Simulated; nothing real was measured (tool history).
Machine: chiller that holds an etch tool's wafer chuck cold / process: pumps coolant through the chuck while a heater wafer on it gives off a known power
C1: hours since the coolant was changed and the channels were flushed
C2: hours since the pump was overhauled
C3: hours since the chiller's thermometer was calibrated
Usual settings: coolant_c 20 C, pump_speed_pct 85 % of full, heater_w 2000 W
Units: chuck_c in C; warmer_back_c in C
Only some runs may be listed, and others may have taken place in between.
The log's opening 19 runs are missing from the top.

{"run": 20, "day": 55.992, "coolant_c": 11, "pump_speed_pct": 94, "heater_w": 2000, "C1": 1431, "C2": 4916, "C3": 483, "chuck_c": 26.1, "warmer_back_c": 7.79}
{"run": 21, "day": 58.446, "coolant_c": 12, "pump_speed_pct": 66, "heater_w": 1038, "C1": 1490, "C2": 4974, "C3": 542, "chuck_c": 22.2, "warmer_back_c": 5.69}
{"run": 22, "day": 60.892, "coolant_c": 13, "pump_speed_pct": 76, "heater_w": 1598, "C1": 1549, "C2": 5033, "C3": 601, "chuck_c": 27.4, "warmer_back_c": 7.64}
{"run": 23, "day": 64.533, "coolant_c": 13, "pump_speed_pct": 76, "heater_w": 1598, "C1": 1636, "C2": 5121, "C3": 688, "chuck_c": 27.4, "warmer_back_c": 7.57}
{"run": 24, "day": 68.042, "coolant_c": 13, "pump_speed_pct": 88, "heater_w": 1598, "C1": 1721, "C2": 5205, "C3": 772, "chuck_c": 25.6, "warmer_back_c": 6.57}
{"run": 25, "day": 69.7, "coolant_c": 17, "pump_speed_pct": 88, "heater_w": 1219, "C1": 1760, "C2": 5245, "C3": 812, "chuck_c": 26.8, "warmer_back_c": 4.96}
{"run": 26, "day": 71.846, "coolant_c": 17, "pump_speed_pct": 88, "heater_w": 1219, "C1": 1812, "C2": 5296, "C3": 864, "chuck_c": 26.8, "warmer_back_c": 4.89}
{"day": 75.592, "done": "gauge calibrated"}
{"run": 27, "day": 75.592, "coolant_c": 20, "pump_speed_pct": 69, "heater_w": 2000, "C1": 1902, "C2": 5386, "C3": 954, "chuck_c": 39.4, "warmer_back_c": 10.75}
{"run": 28, "day": 77.325, "coolant_c": 14, "pump_speed_pct": 69, "heater_w": 1108, "C1": 1943, "C2": 5428, "C3": 995, "chuck_c": 24.4, "warmer_back_c": 5.99}
{"run": 29, "day": 79.983, "coolant_c": 11, "pump_speed_pct": 95, "heater_w": 2569, "C1": 2007, "C2": 5491, "C3": 1059, "chuck_c": 30.2, "warmer_back_c": 10.09}
{"run": 30, "day": 82.421, "coolant_c": 11, "pump_speed_pct": 95, "heater_w": 2569, "C1": 2066, "C2": 5550, "C3": 1117, "chuck_c": 30, "warmer_back_c": 9.98}
{"run": 31, "day": 85.171, "coolant_c": 20, "pump_speed_pct": 80, "heater_w": 2731, "C1": 2132, "C2": 5616, "C3": 1183, "chuck_c": 43.3, "warmer_back_c": 12.55}
{"run": 32, "day": 88.004, "coolant_c": 20, "pump_speed_pct": 80, "heater_w": 2731, "C1": 2200, "C2": 5684, "C3": 1251, "chuck_c": 43.4, "warmer_back_c": 12.6}

4 ways to go on from here, each from the tool as it stands after run 32. What would each give?
{"run": "A", "day": 91.496, "coolant_c": 16, "pump_speed_pct": 85, "heater_w": 2000, "C1": 2283, "C2": 5768, "C3": 1335, "chuck_c": "?", "warmer_back_c": "?"}
{"run": "B", "day": 91.496, "coolant_c": 20, "pump_speed_pct": 67, "heater_w": 1138, "C1": 2283, "C2": 5768, "C3": 1335, "chuck_c": "?", "warmer_back_c": "?"}
{"run": "C", "day": 91.496, "coolant_c": 17, "pump_speed_pct": 80, "heater_w": 2149, "C1": 2283, "C2": 5768, "C3": 1335, "chuck_c": "?", "warmer_back_c": "?"}
{"run": "D", "day": 91.496, "coolant_c": 20, "pump_speed_pct": 85, "heater_w": 2569, "C1": 2283, "C2": 5768, "C3": 1335, "chuck_c": "?", "warmer_back_c": "?"}

run=A chuck_c=32.2 warmer_back_c=8.57
run=B chuck_c=31.2 warmer_back_c=6.16
run=C chuck_c=35.3 warmer_back_c=9.88
run=D chuck_c=40.8 warmer_back_c=11.04
Stripped of hidden state, with their random variation kept, the same runs would have yielded:
run=A chuck_c=32.2 warmer_back_c=8.66
run=B chuck_c=31.1 warmer_back_c=6.25
run=C chuck_c=35.3 warmer_back_c=9.97
run=D chuck_c=40.7 warmer_back_c=11.12

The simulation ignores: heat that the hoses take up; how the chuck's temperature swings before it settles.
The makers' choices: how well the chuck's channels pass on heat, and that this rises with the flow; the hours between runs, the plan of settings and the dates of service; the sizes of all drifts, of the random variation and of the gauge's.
